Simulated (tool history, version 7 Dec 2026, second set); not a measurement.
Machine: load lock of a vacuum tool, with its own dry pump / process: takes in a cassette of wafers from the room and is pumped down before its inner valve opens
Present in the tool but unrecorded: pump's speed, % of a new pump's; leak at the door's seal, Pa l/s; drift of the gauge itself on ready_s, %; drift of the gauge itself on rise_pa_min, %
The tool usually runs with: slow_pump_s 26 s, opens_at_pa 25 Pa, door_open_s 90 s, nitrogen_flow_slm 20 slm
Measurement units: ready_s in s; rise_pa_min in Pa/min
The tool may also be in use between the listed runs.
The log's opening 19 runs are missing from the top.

| run | hour | slow_pump_s | opens_at_pa | door_open_s | nitrogen_flow_slm | hours that the pump has run since its overhaul | times that the door has closed on its seal | incoming humidity of the room's air, % | ready_s | rise_pa_min |
|---|---|---|---|---|---|---|---|---|---|---|
|  | 1625.6 | dry pump taken out, an overhauled one fitted |
| 20 | 1715.9 | 16 | 25 | 90 | 7 | 90 | 17299 | 47.1 | 38.1 | 0.112 |
| 21 | 1775.2 | 16 | 25 | 90 | 7 | 150 | 17452 | 46.5 | 37.9 | 0.111 |
| 22 | 1837.6 | 16 | 25 | 90 | 7 | 212 | 17614 | 46.0 | 37.9 | 0.107 |
| 23 | 1916.2 | 16 | 25 | 90 | 7 | 291 | 17817 | 42.4 | 38.2 | 0.099 |
| 24 | 2004.9 | 16 | 25 | 90 | 7 | 379 | 18046 | 44.7 | 38.1 | 0.102 |
| 25 | 2093.9 | 16 | 25 | 90 | 7 | 468 | 18277 | 47.2 | 38.3 | 0.105 |
| 26 | 2213.7 | 37 | 25 | 90 | 24 | 588 | 18586 | 42.3 | 55.1 | 0.084 |
| 27 | 2312.9 | 37 | 21 | 90 | 8 | 687 | 18843 | 42.7 | 55.9 | 0.106 |
| 28 | 2406.2 | 25 | 25 | 129 | 20 | 781 | 19084 | 48.4 | 45.6 | 0.097 |
| 29 | 2524.9 | 34 | 25 | 47 | 20 | 899 | 19392 | 49.2 | 53.1 | 0.084 |
| 30 | 2619.8 | 26 | 30 | 90 | 20 | 994 | 19637 | 43.7 | 45.6 | 0.087 |
| 31 | 2728.6 | 26 | 30 | 90 | 20 | 1103 | 19918 | 47.7 | 45.7 | 0.096 |
| 32 | 2843.0 | 26 | 30 | 90 | 20 | 1217 | 20214 | 45.3 | 46.0 | 0.096 |
| 33 | 2935.3 | 21 | 42 | 90 | 20 | 1310 | 20453 | 45.2 | 40.8 | 0.088 |
| 34 | 3047.9 | 21 | 21 | 52 | 23 | 1422 | 20744 | 42.5 | 42.9 | 0.080 |
| 35 | 3142.0 | 32 | 40 | 72 | 39 | 1516 | 20988 | 43.2 | 49.7 | 0.076 |
| 36 | 3231.8 | 32 | 40 | 72 | 39 | 1606 | 21220 | 44.3 | 50.0 | 0.076 |

Forecast each of these 4 alternatives for the next run:
| A | 3357.7 | 26 | 25 | 87 | 20 | 1732 | 21546 | 43.4 | ? | ? |
| B | 3357.7 | 26 | 39 | 90 | 14 | 1732 | 21546 | 41.7 | ? | ? |
| C | 3357.7 | 28 | 25 | 101 | 10 | 1732 | 21546 | 46.5 | ? | ? |
| D | 3357.7 | 28 | 48 | 90 | 9 | 1732 | 21546 | 47.5 | ? | ? |

| run | ready_s | rise_pa_min |
|---|---|---|
| A | 46.9 | 0.092 |
| B | 44.9 | 0.099 |
| C | 48.5 | 0.118 |
| D | 46.3 | 0.122 |
With the hidden condition removed and each run's random variation left untouched, the same runs would have given:
| run | ready_s | rise_pa_min |
|---|---|---|
| A | 46.3 | 0.052 |
| B | 44.4 | 0.058 |
| C | 47.9 | 0.076 |
| D | 45.8 | 0.081 |

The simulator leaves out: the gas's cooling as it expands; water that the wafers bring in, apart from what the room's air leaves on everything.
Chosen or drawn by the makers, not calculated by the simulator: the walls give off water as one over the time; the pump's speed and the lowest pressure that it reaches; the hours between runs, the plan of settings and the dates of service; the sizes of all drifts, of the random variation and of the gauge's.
